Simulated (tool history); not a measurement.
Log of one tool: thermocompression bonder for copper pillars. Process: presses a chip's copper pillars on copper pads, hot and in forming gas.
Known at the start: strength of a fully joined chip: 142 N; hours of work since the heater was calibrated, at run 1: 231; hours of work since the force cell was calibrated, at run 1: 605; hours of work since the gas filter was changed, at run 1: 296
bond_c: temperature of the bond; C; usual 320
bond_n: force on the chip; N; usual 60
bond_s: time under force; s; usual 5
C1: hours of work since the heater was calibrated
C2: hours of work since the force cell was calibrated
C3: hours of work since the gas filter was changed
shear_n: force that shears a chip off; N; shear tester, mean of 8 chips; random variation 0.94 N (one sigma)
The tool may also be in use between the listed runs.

Run 1, hour 0: usual settings; C1 231; C2 605; C3 296. Result: shear_n 73.3 N.
Run 2, hour 28.5: usual settings; C1 247; C2 621; C3 312. Result: shear_n 72 N.
Run 3, hour 67.4: usual settings; C1 270; C2 644; C3 335. Result: shear_n 71.6 N.
Run 4, hour 93.1: usual settings; C1 285; C2 659; C3 350. Result: shear_n 71 N.
Run 5, hour 122: usual settings; C1 301; C2 676; C3 367. Result: shear_n 70.1 N.
Run 6, hour 144.6: usual settings; C1 314; C2 689; C3 380. Result: shear_n 72.4 N.
Run 7, hour 186.6: usual settings; C1 339; C2 713; C3 404. Result: shear_n 69.9 N.
Run 8, hour 230.4: usual settings; C1 364; C2 738; C3 429. Result: shear_n 70.1 N.
At hour 243.5: forming gas filter changed.
Run 9, hour 255.3: usual settings; C1 378; C2 753; C3 7. Result: shear_n 74.8 N.
Run 10, hour 278.5: usual settings but bond_c 333 C; C1 392; C2 766; C3 20. Result: shear_n 85.8 N.
Run 11, hour 296.7: usual settings but bond_c 333 C; C1 402; C2 777; C3 31. Result: shear_n 85 N.
Run 12, hour 338.2: usual settings but bond_c 333 C; C1 426; C2 801; C3 55. Result: shear_n 83.7 N.
Run 13, hour 359.5: usual settings but bond_c 333 C; C1 439; C2 813; C3 67. Result: shear_n 83.2 N.
Run 14, hour 396: usual settings but bond_c 333 C; C1 460; C2 834; C3 88. Result: shear_n 83.2 N.
Run 15, hour 415.6: usual settings but bond_c 347 C, bond_n 51 N, bond_s 13 s; C1 471; C2 845; C3 100. Result: shear_n 106.2 N.
Run 16, hour 436: usual settings but bond_c 347 C, bond_n 51 N, bond_s 13 s; C1 483; C2 857; C3 112. Result: shear_n 103.8 N.
Run 17, hour 472.8: usual settings but bond_c 349 C, bond_n 52 N; C1 504; C2 879; C3 133. Result: shear_n 83.3 N.
Run 18, hour 508.6: usual settings but bond_c 321 C, bond_n 39 N; C1 525; C2 899; C3 154. Result: shear_n 45.6 N.
Run 19, hour 550.2: usual settings but bond_n 37 N, bond_s 4 s; C1 549; C2 924; C3 178. Result: shear_n 38.7 N.
Run 20, hour 570.6: usual settings but bond_c 301 C, bond_n 58 N, bond_s 9 s; C1 561; C2 935; C3 190. Result: shear_n 66.6 N.
Run 21, hour 610.8: usual settings but bond_c 301 C, bond_n 58 N, bond_s 9 s; C1 585; C2 959; C3 213. Result: shear_n 66.3 N.
Run 22, hour 645.4: usual settings but bond_c 303 C, bond_n 59 N, bond_s 4 s; C1 605; C2 979; C3 233. Result: shear_n 50.9 N.
At hour 669.6: heater calibrated with a thermocouple chip.
Run 23, hour 674.7: usual settings but bond_c 330 C, bond_n 90 N, bond_s 6 s; C1 3; C2 995; C3 249. Result: shear_n 112.9 N.
Run 24, hour 701.5: usual settings but bond_c 296 C, bond_s 12 s; C1 18; C2 1010; C3 264. Result: shear_n 75.6 N.
Run 25, hour 746.3: usual settings but bond_c 296 C, bond_s 12 s; C1 44; C2 1036; C3 290. Result: shear_n 75.5 N.
Run 26, hour 771.7: usual settings but bond_c 349 C, bond_n 52 N, bond_s 11 s; C1 59; C2 1051; C3 305. Result: shear_n 104.5 N.

4 ways to go on from here, each from the tool as it stands after run 26. What would each give?
Run A, hour 805.4: usual settings but bond_c 303 C, bond_n 87 N, bond_s 14 s; C1 79; C2 1070; C3 325. Result: shear_n ?.
Run B, hour 805.4: usual settings but bond_c 307 C, bond_n 52 N, bond_s 4 s; C1 79; C2 1070; C3 325. Result: shear_n ?.
Run C, hour 805.4: usual settings but bond_n 64 N, bond_s 10 s; C1 79; C2 1070; C3 325. Result: shear_n ?.
Run D, hour 805.4: usual settings but bond_c 337 C, bond_n 36 N, bond_s 6 s; C1 79; C2 1070; C3 325. Result: shear_n ?.

run  shear_n
  A    110.1
  B     50.4
  C     94.4
  D     57.6
Without the tool's hidden state the same runs would have given:
run  shear_n
  A    118.4
  B     55.4
  C    102.1
  D     63.1
